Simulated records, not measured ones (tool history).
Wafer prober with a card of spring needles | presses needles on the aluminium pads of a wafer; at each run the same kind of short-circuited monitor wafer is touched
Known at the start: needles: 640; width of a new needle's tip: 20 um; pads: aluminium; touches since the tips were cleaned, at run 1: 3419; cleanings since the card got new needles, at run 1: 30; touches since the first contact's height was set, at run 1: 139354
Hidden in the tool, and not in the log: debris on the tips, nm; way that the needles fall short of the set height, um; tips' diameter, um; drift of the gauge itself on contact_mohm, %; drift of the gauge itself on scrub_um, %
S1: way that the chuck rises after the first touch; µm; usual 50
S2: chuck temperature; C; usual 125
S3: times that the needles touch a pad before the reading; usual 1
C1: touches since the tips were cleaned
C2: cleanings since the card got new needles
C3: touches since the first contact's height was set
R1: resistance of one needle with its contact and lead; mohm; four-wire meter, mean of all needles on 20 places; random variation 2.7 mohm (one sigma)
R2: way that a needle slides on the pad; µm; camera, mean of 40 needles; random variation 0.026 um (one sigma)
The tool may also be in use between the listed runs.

{"run": 1, "hour": 0.0, "S1": 50, "S2": 125, "S3": 1, "C1": 3419, "C2": 30, "C3": 139354, "R1": 315, "R2": 8.26}
{"hour": 4.6, "done": "tips cleaned on abrasive film"}
{"hour": 28.1, "done": "tips cleaned on abrasive film"}
{"hour": 28.4, "done": "height of the first contact set anew"}
{"run": 2, "hour": 38.4, "S1": 50, "S2": 125, "S3": 1, "C1": 1966, "C2": 32, "C3": 1966, "R1": 312, "R2": 8.23}
{"hour": 49.5, "done": "tips cleaned on abrasive film"}
{"hour": 70.4, "done": "tips cleaned on abrasive film"}
{"run": 3, "hour": 77.2, "S1": 50, "S2": 125, "S3": 1, "C1": 1352, "C2": 34, "C3": 9608, "R1": 312, "R2": 8.22}
{"hour": 92.7, "done": "tips cleaned on abrasive film"}
{"run": 4, "hour": 112.4, "S1": 50, "S2": 26, "S3": 1, "C1": 3903, "C2": 35, "C3": 16545, "R1": 276, "R2": 8.2}
{"hour": 115.7, "done": "tips cleaned on abrasive film"}
{"hour": 136.7, "done": "tips cleaned on abrasive film"}
{"run": 5, "hour": 150.1, "S1": 50, "S2": 125, "S3": 2, "C1": 2638, "C2": 37, "C3": 23944, "R1": 308, "R2": 8.21}
{"hour": 159.0, "done": "tips cleaned on abrasive film"}
{"hour": 181.6, "done": "tips cleaned on abrasive film"}
{"run": 6, "hour": 188.2, "S1": 50, "S2": 125, "S3": 2, "C1": 1310, "C2": 39, "C3": 31440, "R1": 313, "R2": 8.19}
{"hour": 203.8, "done": "tips cleaned on abrasive film"}
{"run": 7, "hour": 210.8, "S1": 50, "S2": 62, "S3": 1, "C1": 1397, "C2": 40, "C3": 35894, "R1": 290, "R2": 8.15}
{"hour": 225.1, "done": "tips cleaned on abrasive film"}
{"hour": 245.7, "done": "tips cleaned on abrasive film"}
{"run": 8, "hour": 259.6, "S1": 50, "S2": 62, "S3": 2, "C1": 2756, "C2": 42, "C3": 45498, "R1": 287, "R2": 8.18}
{"hour": 266.3, "done": "tips cleaned on abrasive film"}
{"hour": 287.9, "done": "tips cleaned on abrasive film"}
{"run": 9, "hour": 296.5, "S1": 44, "S2": 62, "S3": 2, "C1": 1700, "C2": 44, "C3": 52750, "R1": 291, "R2": 7.15}
{"hour": 310.8, "done": "tips cleaned on abrasive film"}
{"hour": 331.2, "done": "tips cleaned on abrasive film"}
{"run": 10, "hour": 342.8, "S1": 50, "S2": 125, "S3": 2, "C1": 2275, "C2": 46, "C3": 61846, "R1": 313, "R2": 8.17}
{"hour": 352.8, "done": "tips cleaned on abrasive film"}
{"run": 11, "hour": 369.9, "S1": 50, "S2": 125, "S3": 1, "C1": 3377, "C2": 47, "C3": 67195, "R1": 309, "R2": 8.15}
{"hour": 376.9, "done": "tips cleaned on abrasive film"}
{"hour": 398.1, "done": "tips cleaned on abrasive film"}
{"run": 12, "hour": 406.0, "S1": 50, "S2": 125, "S3": 1, "C1": 1567, "C2": 49, "C3": 74291, "R1": 310, "R2": 8.16}
{"hour": 420.0, "done": "tips cleaned on abrasive film"}
{"run": 13, "hour": 432.9, "S1": 50, "S2": 125, "S3": 1, "C1": 2537, "C2": 50, "C3": 79575, "R1": 309, "R2": 8.09}
{"hour": 436.2, "done": "gauge calibrated"}
{"hour": 440.9, "done": "tips cleaned on abrasive film"}
{"hour": 463.6, "done": "tips cleaned on abrasive film"}
{"run": 14, "hour": 474.8, "S1": 50, "S2": 125, "S3": 1, "C1": 2195, "C2": 52, "C3": 87815, "R1": 313, "R2": 8.29}
{"hour": 486.8, "done": "tips cleaned on abrasive film"}
{"run": 15, "hour": 502.7, "S1": 50, "S2": 125, "S3": 1, "C1": 3140, "C2": 53, "C3": 93318, "R1": 308, "R2": 8.26}
{"hour": 509.1, "done": "tips cleaned on abrasive film"}
{"run": 16, "hour": 528.4, "S1": 38, "S2": 26, "S3": 1, "C1": 3826, "C2": 54, "C3": 98383, "R1": 288, "R2": 6.28}
{"hour": 531.1, "done": "tips cleaned on abrasive film"}
{"hour": 555.9, "done": "tips cleaned on abrasive film"}
{"run": 17, "hour": 574.8, "S1": 38, "S2": 26, "S3": 1, "C1": 3737, "C2": 56, "C3": 107510, "R1": 282, "R2": 6.23}
{"hour": 577.0, "done": "tips cleaned on abrasive film"}
{"hour": 599.4, "done": "tips cleaned on abrasive film"}
{"run": 18, "hour": 601.9, "S1": 38, "S2": 26, "S3": 1, "C1": 498, "C2": 58, "C3": 112828, "R1": 287, "R2": 6.22}
{"hour": 620.0, "done": "tips cleaned on abrasive film"}
{"hour": 642.6, "done": "tips cleaned on abrasive film"}
{"run": 19, "hour": 647.9, "S1": 55, "S2": 29, "S3": 3, "C1": 1040, "C2": 60, "C3": 121867, "R1": 272, "R2": 9.04}
{"hour": 665.1, "done": "tips cleaned on abrasive film"}
{"run": 20, "hour": 668.2, "S1": 55, "S2": 29, "S3": 3, "C1": 610, "C2": 61, "C3": 125867, "R1": 272, "R2": 9.04}
{"hour": 686.4, "done": "tips cleaned on abrasive film"}
{"hour": 707.0, "done": "tips cleaned on abrasive film"}
{"run": 21, "hour": 708.3, "S1": 55, "S2": 34, "S3": 2, "C1": 252, "C2": 63, "C3": 133754, "R1": 277, "R2": 9.04}
{"hour": 728.6, "done": "tips cleaned on abrasive film"}
{"hour": 749.1, "done": "tips cleaned on abrasive film"}
{"run": 22, "hour": 749.3, "S1": 62, "S2": 34, "S3": 1, "C1": 52, "C2": 65, "C3": 141827, "R1": 272, "R2": 10.14}
{"hour": 765.1, "done": "height of the first contact set anew"}
{"hour": 772.6, "done": "tips cleaned on abrasive film"}
{"run": 23, "hour": 785.5, "S1": 31, "S2": 35, "S3": 3, "C1": 2543, "C2": 66, "C3": 4021, "R1": 304, "R2": 5.07}
{"hour": 793.2, "done": "tips cleaned on abrasive film"}
{"run": 24, "hour": 809.8, "S1": 31, "S2": 35, "S3": 3, "C1": 3278, "C2": 67, "C3": 8803, "R1": 303, "R2": 5.03}
{"hour": 816.5, "done": "tips cleaned on abrasive film"}
{"hour": 838.0, "done": "tips cleaned on abrasive film"}
{"run": 25, "hour": 847.6, "S1": 33, "S2": 50, "S3": 1, "C1": 1909, "C2": 69, "C3": 16243, "R1": 307, "R2": 5.39}
{"hour": 858.3, "done": "tips cleaned on abrasive film"}
{"hour": 880.4, "done": "tips cleaned on abrasive film"}
{"run": 26, "hour": 882.5, "S1": 33, "S2": 50, "S3": 1, "C1": 410, "C2": 71, "C3": 23090, "R1": 307, "R2": 5.33}
{"hour": 901.0, "done": "tips cleaned on abrasive film"}
{"run": 27, "hour": 914.1, "S1": 33, "S2": 97, "S3": 2, "C1": 2604, "C2": 72, "C3": 29327, "R1": 318, "R2": 5.36}
{"hour": 922.4, "done": "tips cleaned on abrasive film"}
{"hour": 944.1, "done": "tips cleaned on abrasive film"}
{"run": 28, "hour": 952.0, "S1": 36, "S2": 54, "S3": 2, "C1": 1559, "C2": 74, "C3": 36771, "R1": 299, "R2": 5.79}
{"hour": 965.3, "done": "tips cleaned on abrasive film"}
{"run": 29, "hour": 978.4, "S1": 58, "S2": 54, "S3": 3, "C1": 2593, "C2": 75, "C3": 41971, "R1": 280, "R2": 9.36}
{"hour": 989.8, "done": "tips cleaned on abrasive film"}
{"hour": 1011.4, "done": "tips cleaned on abrasive film"}
{"run": 30, "hour": 1019.4, "S1": 66, "S2": 54, "S3": 3, "C1": 1580, "C2": 77, "C3": 50026, "R1": 276, "R2": 10.61}

3 ways to go on from here, each from the tool as it stands after run 30. What would each give?
{"hour": 1034.5, "done": "tips cleaned on abrasive film"}
{"run": "A", "hour": 1041.6, "S1": 66, "S2": 34, "S3": 1, "C1": 1411, "C2": 78, "C3": 54399, "R1": "?", "R2": "?"}
{"hour": 1034.5, "done": "tips cleaned on abrasive film"}
{"run": "B", "hour": 1041.6, "S1": 34, "S2": 50, "S3": 3, "C1": 1411, "C2": 78, "C3": 54399, "R1": "?", "R2": "?"}
{"hour": 1034.5, "done": "tips cleaned on abrasive film"}
{"run": "C", "hour": 1041.6, "S1": 39, "S2": 35, "S3": 3, "C1": 1411, "C2": 78, "C3": 54399, "R1": "?", "R2": "?"}

run=A R1=271 R2=10.63
run=B R1=304 R2=5.47
run=C R1=291 R2=6.24
Without the tool's hidden state the same runs would have given:
run=A R1=271 R2=10.96
run=B R1=304 R2=5.64
run=C R1=291 R2=6.43
